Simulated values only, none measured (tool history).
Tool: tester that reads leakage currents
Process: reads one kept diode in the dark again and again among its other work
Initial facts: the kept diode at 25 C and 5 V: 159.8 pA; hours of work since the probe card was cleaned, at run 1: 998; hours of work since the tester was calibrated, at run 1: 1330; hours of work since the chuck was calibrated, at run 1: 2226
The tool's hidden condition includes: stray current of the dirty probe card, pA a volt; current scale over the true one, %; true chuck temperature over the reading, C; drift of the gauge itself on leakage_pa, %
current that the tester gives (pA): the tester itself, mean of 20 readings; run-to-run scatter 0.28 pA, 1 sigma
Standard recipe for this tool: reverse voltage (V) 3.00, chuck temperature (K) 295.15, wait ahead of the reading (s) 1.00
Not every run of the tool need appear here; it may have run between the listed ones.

run	hour	reverse voltage (V)	chuck temperature (K)	wait ahead of the reading (s)	hours of work since the probe card was cleaned	hours of work since the tester was calibrated	hours of work since the chuck was calibrated	current that the tester gives (pA)
1	0.0	3.00	295.15	1.00	998	1330	2226	88.97
2	171.9	3.00	295.15	1.00	1106	1439	2335	89.90
# hour 337.0: chuck's temperature calibrated
3	375.1	3.00	295.15	1.00	1233	1565	24	98.22
4	461.0	3.00	295.15	1.00	1287	1620	78	98.32
5	614.9	3.00	295.15	2.78	1384	1716	175	98.17
6	803.0	3.00	295.15	2.78	1503	1835	294	98.18
7	919.4	2.80	295.15	2.78	1576	1908	367	94.58
8	1099.3	2.80	295.15	2.78	1689	2022	480	94.77
9	1216.5	3.00	303.15	1.00	1763	2095	554	192.80
# hour 1238.0: probe card cleaned and baked
10	1333.3	3.00	303.15	2.21	60	2167	626	196.50
11	1478.3	2.34	295.15	1.00	151	2258	717	89.66
12	1582.9	3.00	295.15	7.42	217	2324	783	103.97

The next listed run, before its measurement:
13	1762.6	7.99	295.15	0.47	330	2437	896	?

{"run 13": {"current that the tester gives (pA)": 194.41}}
With no hidden state in the tool, this same run would have given current that the tester gives (pA) 159.35.
